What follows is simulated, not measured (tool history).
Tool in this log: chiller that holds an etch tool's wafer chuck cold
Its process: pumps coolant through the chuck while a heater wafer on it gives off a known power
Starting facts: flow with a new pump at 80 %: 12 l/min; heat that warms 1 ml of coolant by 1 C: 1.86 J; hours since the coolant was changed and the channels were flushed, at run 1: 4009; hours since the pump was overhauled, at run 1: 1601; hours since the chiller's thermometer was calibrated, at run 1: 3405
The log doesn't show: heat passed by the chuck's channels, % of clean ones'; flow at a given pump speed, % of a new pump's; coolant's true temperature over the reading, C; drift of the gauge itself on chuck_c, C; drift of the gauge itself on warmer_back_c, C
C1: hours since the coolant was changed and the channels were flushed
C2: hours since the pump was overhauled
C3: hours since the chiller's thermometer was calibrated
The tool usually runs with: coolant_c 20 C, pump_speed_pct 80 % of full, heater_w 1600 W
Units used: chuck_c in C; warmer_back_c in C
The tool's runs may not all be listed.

{"run": 1, "hour": 0.0, "coolant_c": 20, "pump_speed_pct": 80, "heater_w": 1600, "C1": 4009, "C2": 1601, "C3": 3405, "chuck_c": 32.6, "warmer_back_c": 4.29}
{"run": 2, "hour": 62.7, "coolant_c": 11, "pump_speed_pct": 80, "heater_w": 1600, "C1": 4071, "C2": 1664, "C3": 3468, "chuck_c": 23.5, "warmer_back_c": 4.36}
{"run": 3, "hour": 122.1, "coolant_c": 20, "pump_speed_pct": 80, "heater_w": 1329, "C1": 4131, "C2": 1723, "C3": 3527, "chuck_c": 30.4, "warmer_back_c": 3.6}
{"run": 4, "hour": 163.4, "coolant_c": 20, "pump_speed_pct": 80, "heater_w": 1329, "C1": 4172, "C2": 1765, "C3": 3568, "chuck_c": 30.4, "warmer_back_c": 3.62}
{"run": 5, "hour": 238.0, "coolant_c": 20, "pump_speed_pct": 80, "heater_w": 1329, "C1": 4247, "C2": 1839, "C3": 3643, "chuck_c": 30.3, "warmer_back_c": 3.65}
{"run": 6, "hour": 272.2, "coolant_c": 11, "pump_speed_pct": 80, "heater_w": 1600, "C1": 4281, "C2": 1873, "C3": 3677, "chuck_c": 23.7, "warmer_back_c": 4.44}
{"run": 7, "hour": 322.3, "coolant_c": 11, "pump_speed_pct": 80, "heater_w": 1600, "C1": 4331, "C2": 1923, "C3": 3727, "chuck_c": 23.4, "warmer_back_c": 4.42}
{"run": 8, "hour": 357.5, "coolant_c": 11, "pump_speed_pct": 80, "heater_w": 1600, "C1": 4366, "C2": 1959, "C3": 3762, "chuck_c": 23.6, "warmer_back_c": 4.47}
{"run": 9, "hour": 406.5, "coolant_c": 11, "pump_speed_pct": 80, "heater_w": 1600, "C1": 4415, "C2": 2008, "C3": 3811, "chuck_c": 23.6, "warmer_back_c": 4.5}
{"run": 10, "hour": 439.7, "coolant_c": 20, "pump_speed_pct": 80, "heater_w": 1600, "C1": 4448, "C2": 2041, "C3": 3845, "chuck_c": 32.5, "warmer_back_c": 4.46}
{"hour": 457.9, "done": "chiller's thermometer calibrated"}
{"run": 11, "hour": 486.4, "coolant_c": 20, "pump_speed_pct": 80, "heater_w": 1600, "C1": 4494, "C2": 2087, "C3": 28, "chuck_c": 32.4, "warmer_back_c": 4.51}
{"run": 12, "hour": 559.0, "coolant_c": 20, "pump_speed_pct": 80, "heater_w": 1600, "C1": 4567, "C2": 2159, "C3": 101, "chuck_c": 32.6, "warmer_back_c": 4.52}
{"run": 13, "hour": 606.0, "coolant_c": 20, "pump_speed_pct": 80, "heater_w": 1600, "C1": 4614, "C2": 2206, "C3": 148, "chuck_c": 32.6, "warmer_back_c": 4.56}
{"run": 14, "hour": 683.7, "coolant_c": 20, "pump_speed_pct": 80, "heater_w": 1600, "C1": 4691, "C2": 2284, "C3": 226, "chuck_c": 32.7, "warmer_back_c": 4.61}
{"run": 15, "hour": 748.2, "coolant_c": 15, "pump_speed_pct": 89, "heater_w": 1239, "C1": 4756, "C2": 2348, "C3": 290, "chuck_c": 24.0, "warmer_back_c": 3.27}
{"run": 16, "hour": 811.2, "coolant_c": 12, "pump_speed_pct": 72, "heater_w": 1178, "C1": 4819, "C2": 2411, "C3": 353, "chuck_c": 21.9, "warmer_back_c": 3.82}
{"run": 17, "hour": 863.3, "coolant_c": 12, "pump_speed_pct": 66, "heater_w": 1576, "C1": 4871, "C2": 2464, "C3": 405, "chuck_c": 26.4, "warmer_back_c": 5.55}

Expected results for the next run?
{"run": 18, "hour": 922.6, "coolant_c": 20, "pump_speed_pct": 80, "heater_w": 1276, "C1": 4930, "C2": 2523, "C3": 465, "chuck_c": "?", "warmer_back_c": "?"}

chuck_c: 30.0 C
warmer_back_c: 3.79 C
With no hidden state in the tool, this same run would have given chuck_c 30.0 C, warmer_back_c 3.41 C.
